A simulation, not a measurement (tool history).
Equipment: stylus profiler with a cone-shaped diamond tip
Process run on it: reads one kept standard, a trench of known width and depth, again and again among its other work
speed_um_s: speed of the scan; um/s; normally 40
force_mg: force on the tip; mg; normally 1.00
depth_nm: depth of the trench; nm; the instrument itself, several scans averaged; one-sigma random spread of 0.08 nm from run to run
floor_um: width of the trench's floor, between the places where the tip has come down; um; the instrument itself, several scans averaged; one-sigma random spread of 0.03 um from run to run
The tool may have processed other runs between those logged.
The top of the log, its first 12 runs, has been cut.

run      day  speed_um_s  force_mg  scans with this tip  hours of work since the height scale was calibrated  depth_nm  floor_um
 13   45.258          40      1.00                13662                                                  994    100.15     27.86
 14   49.633          84      1.00                14419                                                 1049    100.06     27.45
 15   52.350          40      1.00                14889                                                 1083    100.23     27.83
 16   55.767          17      1.00                15481                                                 1126    100.01     27.98
 17   58.575          17      0.51                15967                                                 1161     99.85     27.91
      61.662  -- new tip fitted, height scale calibrated
 18   64.150          40      1.00                  431                                                   31    100.53     28.45
 19   69.329          40      1.00                 1327                                                   97    100.52     28.36
 20   74.400          40      1.00                 2205                                                  160    100.43     28.32
 21   77.146          40      1.00                 2680                                                  195    100.48     28.25
 22   82.275          88      1.80                 3568                                                  260    100.46     28.03
 23   84.929          46      2.08                 4027                                                  293    100.70     28.29
 24   89.292          46      2.08                 4782                                                  348    100.79     28.28
 25   94.338          46      1.82                 5656                                                  411    100.63     28.22
 26   96.867          46      1.32                 6093                                                  443    100.39     28.17
 27  101.846          16      1.69                 6955                                                  506    100.55     28.34
 28  105.846         143      1.70                 7647                                                  556    100.48     27.47
 29  108.658          10      1.70                 8134                                                  592    100.37     28.42
 30  111.071          19      1.27                 8551                                                  622    100.25     28.24
 31  113.888          80      0.57                 9039                                                  658    100.04     27.47
 32  117.875          47      1.05                 9729                                                  708    100.09     28.02
 33  120.233          14      2.56                10137                                                  737    100.58     28.26
 34  124.804          10      1.87                10928                                                  795    100.42     28.27
 35  130.017          10      1.87                11830                                                  861    100.45     28.19
 36  133.367          10      1.87                12410                                                  903    100.31     28.22
 37  136.379          31      1.81                12931                                                  941    100.50     28.02

Predict each of these 5 candidate next runs independently; none follows another, all start after run 37:
  A  140.775         102      1.21                13692                                                  996         ?         ?
  B  140.775         115      0.95                13692                                                  996         ?         ?
  C  140.775          20      1.79                13692                                                  996         ?         ?
  D  140.775          68      2.73                13692                                                  996         ?         ?
  E  140.775          66      0.71                13692                                                  996         ?         ?

run  depth_nm  floor_um
  A    100.08     27.42
  B     99.89     27.23
  C    100.23     28.11
  D    100.61     27.88
  E     99.95     27.56
Had the tool no hidden state, the same runs would have come out as:
run  depth_nm  floor_um
  A    100.56     27.96
  B    100.37     27.77
  C    100.71     28.65
  D    101.09     28.42
  E    100.43     28.10

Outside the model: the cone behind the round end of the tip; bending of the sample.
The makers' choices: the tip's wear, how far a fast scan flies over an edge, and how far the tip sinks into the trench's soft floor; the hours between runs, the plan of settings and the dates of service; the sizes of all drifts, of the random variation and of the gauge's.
